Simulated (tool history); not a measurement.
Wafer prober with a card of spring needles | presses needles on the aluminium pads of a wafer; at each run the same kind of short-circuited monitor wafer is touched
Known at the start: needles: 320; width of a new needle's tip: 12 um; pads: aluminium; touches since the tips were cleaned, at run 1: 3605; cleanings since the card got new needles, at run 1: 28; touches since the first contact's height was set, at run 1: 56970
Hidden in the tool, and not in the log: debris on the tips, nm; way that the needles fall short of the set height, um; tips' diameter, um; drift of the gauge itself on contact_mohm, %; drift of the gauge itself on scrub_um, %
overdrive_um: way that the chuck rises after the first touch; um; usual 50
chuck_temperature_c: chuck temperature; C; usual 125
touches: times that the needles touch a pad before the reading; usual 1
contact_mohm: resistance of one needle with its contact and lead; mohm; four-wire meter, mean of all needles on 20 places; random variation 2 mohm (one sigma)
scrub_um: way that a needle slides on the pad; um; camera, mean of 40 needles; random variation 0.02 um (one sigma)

run   hour  overdrive_um  chuck_temperature_c  touches  touches since the tips were cleaned  cleanings since the card got new needles  touches since the first contact's height was set  contact_mohm  scrub_um
  1    0.0            50                  125        1                                 3605                                        28                                             56970           247      7.26
      14.9  -- tips cleaned on abrasive film
  2   26.4            34                  125        1                                 4227                                        29                                             66585           270      4.91
      40.0  -- tips cleaned on abrasive film
  3   50.1            34                  125        1                                 3686                                        30                                             75177           268      4.88
      64.5  -- tips cleaned on abrasive film
  4   76.9            34                  125        1                                 4496                                        31                                             84911           268      4.92
      91.5  -- tips cleaned on abrasive film
  5   99.2            34                  125        1                                 2820                                        32                                             93021           257      4.90
     115.9  -- tips cleaned on abrasive film
  6  126.3            36                  125        1                                 3784                                        33                                            102886           256      5.15
     141.0  -- tips cleaned on abrasive film
  7  148.9            50                  125        1                                 2877                                        34                                            111101           237      7.22
     165.5  -- tips cleaned on abrasive film
  8  170.0            50                  125        1                                 1639                                        35                                            118771           227      7.23
     191.8  -- tips cleaned on abrasive film
  9  202.1            50                  125        1                                 3781                                        36                                            130446           246      7.19
 10  215.8            50                  125        1                                 8757                                        36                                            135422           262      7.17
     218.4  -- tips cleaned on abrasive film
 11  235.9            50                  125        2                                 6372                                        37                                            142726           238      7.18
     244.3  -- tips cleaned on abrasive film
 12  250.8            50                  125        2                                 2357                                        38                                            148141           223      7.19
     269.2  -- tips cleaned on abrasive film
 13  281.2            41                   41        1                                 4358                                        39                                            159181           245      5.87
     295.7  -- tips cleaned on abrasive film
 14  303.7            32                   91        1                                 2922                                        40                                            167362           258      4.55
     320.5  -- tips cleaned on abrasive film
 15  320.5            56                   27        1                                    0                                        41                                            173451           193      8.04
 16  340.8            56                   27        1                                 7438                                        41                                            180889           236      8.05
     345.2  -- tips cleaned on abrasive film
 17  368.3            56                   27        1                                 8439                                        42                                            190873           234      8.02
     369.7  -- tips cleaned on abrasive film
 18  384.8            48                   46        3                                 5487                                        43                                            196844           213      6.91

Forecast run 19:
     394.2  -- tips cleaned on abrasive film
 19  409.6            61                   48        1                                 5630                                        44                                            205883             ?         ?

contact_mohm: 227 mohm
scrub_um: 8.74 um
Without the tool's hidden state the same run would have given contact_mohm 191 mohm, scrub_um 8.89 um.
